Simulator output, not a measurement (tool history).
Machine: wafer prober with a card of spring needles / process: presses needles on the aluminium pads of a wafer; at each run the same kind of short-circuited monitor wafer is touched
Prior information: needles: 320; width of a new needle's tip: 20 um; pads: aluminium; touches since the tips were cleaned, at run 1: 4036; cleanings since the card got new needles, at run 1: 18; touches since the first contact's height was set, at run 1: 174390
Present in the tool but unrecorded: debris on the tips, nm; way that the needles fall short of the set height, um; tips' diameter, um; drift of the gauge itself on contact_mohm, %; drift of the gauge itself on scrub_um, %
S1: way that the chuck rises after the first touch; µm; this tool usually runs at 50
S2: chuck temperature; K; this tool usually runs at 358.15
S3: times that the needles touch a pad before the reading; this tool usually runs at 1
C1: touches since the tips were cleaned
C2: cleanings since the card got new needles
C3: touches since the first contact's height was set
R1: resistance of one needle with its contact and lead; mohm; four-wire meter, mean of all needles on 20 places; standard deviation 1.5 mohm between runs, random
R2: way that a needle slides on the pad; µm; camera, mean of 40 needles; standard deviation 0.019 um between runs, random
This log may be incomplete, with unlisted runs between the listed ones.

run 1 hour=0 | S1=50 S2=358.15 S3=1 | C1=4036 C2=18 C3=174390 | R1=134 R2=8.25
run 2 hour=5.7 | S1=50 S2=358.15 S3=1 | C1=7282 C2=18 C3=177636 | R1=134 R2=8.22
-- hour=8 tips cleaned on abrasive film
run 3 hour=12.1 | S1=32 S2=358.15 S3=1 | C1=2364 C2=19 C3=181283 | R1=140 R2=5.27
run 4 hour=18.6 | S1=32 S2=358.15 S3=1 | C1=6080 C2=19 C3=184999 | R1=142 R2=5.3
-- hour=23 tips cleaned on abrasive film
run 5 hour=26.8 | S1=32 S2=358.15 S3=1 | C1=2205 C2=20 C3=189627 | R1=140 R2=5.28
run 6 hour=30.9 | S1=32 S2=358.15 S3=1 | C1=4552 C2=20 C3=191974 | R1=138 R2=5.29
-- hour=38.2 tips cleaned on abrasive film
run 7 hour=40 | S1=50 S2=358.15 S3=1 | C1=1041 C2=21 C3=197138 | R1=131 R2=8.26
run 8 hour=46.1 | S1=50 S2=358.15 S3=1 | C1=4499 C2=21 C3=200596 | R1=132 R2=8.28
-- hour=53.3 tips cleaned on abrasive film
run 9 hour=54.5 | S1=50 S2=315.15 S3=1 | C1=729 C2=22 C3=205392 | R1=125 R2=8.27
-- hour=57.4 height of the first contact set anew
run 10 hour=61.4 | S1=50 S2=315.15 S3=1 | C1=4476 C2=22 C3=2305 | R1=127 R2=8.31
-- hour=68.9 tips cleaned on abrasive film
run 11 hour=69.2 | S1=50 S2=315.15 S3=1 | C1=166 C2=23 C3=6721 | R1=127 R2=8.3
run 12 hour=73.8 | S1=50 S2=315.15 S3=1 | C1=2830 C2=23 C3=9385 | R1=126 R2=8.24
run 13 hour=81.2 | S1=50 S2=315.15 S3=1 | C1=7026 C2=23 C3=13581 | R1=127 R2=8.29
-- hour=83.5 tips cleaned on abrasive film
run 14 hour=90.1 | S1=50 S2=315.15 S3=1 | C1=3776 C2=24 C3=18653 | R1=126 R2=8.31
run 15 hour=97.1 | S1=50 S2=315.15 S3=1 | C1=7773 C2=24 C3=22650 | R1=126 R2=8.32
-- hour=98.2 tips cleaned on abrasive film
run 16 hour=105.8 | S1=50 S2=328.15 S3=1 | C1=4358 C2=25 C3=27583 | R1=129 R2=8.33
run 17 hour=110.7 | S1=50 S2=328.15 S3=1 | C1=7172 C2=25 C3=30397 | R1=124 R2=8.37
-- hour=112.9 tips cleaned on abrasive film
run 18 hour=119.7 | S1=70 S2=355.15 S3=1 | C1=3928 C2=26 C3=35501 | R1=127 R2=11.68
run 19 hour=124.9 | S1=32 S2=365.15 S3=1 | C1=6869 C2=26 C3=38442 | R1=142 R2=5.33

What does the tool deliver on the next run?
-- hour=127.9 tips cleaned on abrasive film
run 20 hour=129.4 | S1=50 S2=358.15 S3=2 | C1=852 C2=27 C3=40964 | R1=? R2=?

R1: 129 mohm
R2: 8.35 µm
On a tool with no hidden condition, and with the same random variation, this run would have come out at R1 129 mohm, R2 8.22 µm.
